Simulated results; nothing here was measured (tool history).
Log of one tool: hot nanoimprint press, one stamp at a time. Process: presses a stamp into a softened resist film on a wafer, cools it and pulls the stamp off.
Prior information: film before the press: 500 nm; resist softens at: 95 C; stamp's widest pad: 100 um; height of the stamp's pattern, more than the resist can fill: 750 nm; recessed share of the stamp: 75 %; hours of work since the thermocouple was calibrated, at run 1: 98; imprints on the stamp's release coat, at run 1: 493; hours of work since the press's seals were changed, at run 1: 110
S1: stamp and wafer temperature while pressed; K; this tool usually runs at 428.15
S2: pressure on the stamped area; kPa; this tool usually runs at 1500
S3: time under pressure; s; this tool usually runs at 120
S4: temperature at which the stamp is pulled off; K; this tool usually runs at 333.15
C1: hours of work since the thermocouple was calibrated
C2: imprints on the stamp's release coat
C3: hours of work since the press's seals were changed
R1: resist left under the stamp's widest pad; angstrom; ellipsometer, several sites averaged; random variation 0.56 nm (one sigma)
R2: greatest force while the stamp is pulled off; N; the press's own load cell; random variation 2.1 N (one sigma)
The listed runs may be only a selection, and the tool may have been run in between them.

run 1 hour=0 | S1=428.15 S2=1500 S3=120 S4=333.15 | C1=98 C2=493 C3=110 | R1=2820 R2=154
run 2 hour=6.7 | S1=428.15 S2=1500 S3=120 S4=333.15 | C1=101 C2=512 C3=113 | R1=2808 R2=152
run 3 hour=10.8 | S1=428.15 S2=1500 S3=143 S4=333.15 | C1=102 C2=523 C3=115 | R1=2651 R2=154
run 4 hour=17.5 | S1=428.15 S2=1500 S3=143 S4=333.15 | C1=105 C2=542 C3=118 | R1=2650 R2=152
run 5 hour=25.8 | S1=428.15 S2=1500 S3=120 S4=333.15 | C1=109 C2=565 C3=122 | R1=2816 R2=152
run 6 hour=32.3 | S1=428.15 S2=1500 S3=120 S4=333.15 | C1=112 C2=583 C3=125 | R1=2822 R2=153
run 7 hour=40.5 | S1=428.15 S2=1500 S3=120 S4=333.15 | C1=115 C2=606 C3=128 | R1=2817 R2=153
run 8 hour=49.2 | S1=428.15 S2=1500 S3=120 S4=333.15 | C1=119 C2=630 C3=132 | R1=2822 R2=150
run 9 hour=52.9 | S1=428.15 S2=1500 S3=120 S4=333.15 | C1=121 C2=640 C3=134 | R1=2811 R2=161
run 10 hour=58.4 | S1=428.15 S2=940 S3=120 S4=333.15 | C1=123 C2=656 C3=136 | R1=3308 R2=155
run 11 hour=63.8 | S1=428.15 S2=940 S3=120 S4=333.15 | C1=126 C2=671 C3=138 | R1=3315 R2=158
run 12 hour=70.9 | S1=428.15 S2=940 S3=120 S4=333.15 | C1=129 C2=691 C3=141 | R1=3311 R2=152
run 13 hour=77 | S1=428.15 S2=940 S3=120 S4=333.15 | C1=131 C2=708 C3=144 | R1=3323 R2=157
run 14 hour=81.9 | S1=426.15 S2=1500 S3=89 S4=339.15 | C1=134 C2=721 C3=146 | R1=3272 R2=134
run 15 hour=87.5 | S1=434.15 S2=1280 S3=85 S4=325.15 | C1=136 C2=737 C3=149 | R1=2775 R2=193
run 16 hour=92.4 | S1=434.15 S2=1280 S3=85 S4=325.15 | C1=138 C2=751 C3=151 | R1=2768 R2=192
run 17 hour=101 | S1=434.15 S2=2320 S3=79 S4=325.15 | C1=142 C2=775 C3=155 | R1=2221 R2=195
run 18 hour=108.2 | S1=432.15 S2=2320 S3=79 S4=320.15 | C1=145 C2=795 C3=158 | R1=2376 R2=214
run 19 hour=116.7 | S1=422.15 S2=1100 S3=79 S4=320.15 | C1=149 C2=819 C3=162 | R1=4005 R2=215
run 20 hour=123.7 | S1=428.15 S2=2130 S3=214 S4=320.15 | C1=152 C2=838 C3=165 | R1=1958 R2=215
run 21 hour=132.6 | S1=428.15 S2=2130 S3=160 S4=322.15 | C1=156 C2=863 C3=169 | R1=2193 R2=211

Results for each run, recomputed without the tool's hidden state and with each run's random variation untouched:
The hidden state here: true temperature over the reading, C; pressure that arrives at the usual setting, %; grip of the stamp's worn release coat, % over a new coat's; drift of the gauge itself on residual_nm, %; drift of the gauge itself on pull_off_n, %.
run=1 R1=2845 R2=137
run=2 R1=2832 R2=134
run=3 R1=2675 R2=136
run=4 R1=2675 R2=133
run=5 R1=2841 R2=133
run=6 R1=2848 R2=133
run=7 R1=2844 R2=132
run=8 R1=2850 R2=129
run=9 R1=2839 R2=139
run=10 R1=3342 R2=133
run=11 R1=3350 R2=135
run=12 R1=3347 R2=129
run=13 R1=3359 R2=133
run=14 R1=3302 R2=113
run=15 R1=2804 R2=162
run=16 R1=2797 R2=161
run=17 R1=2235 R2=161
run=18 R1=2392 R2=176
run=19 R1=4037 R2=176
run=20 R1=1977 R2=175
run=21 R1=2214 R2=172
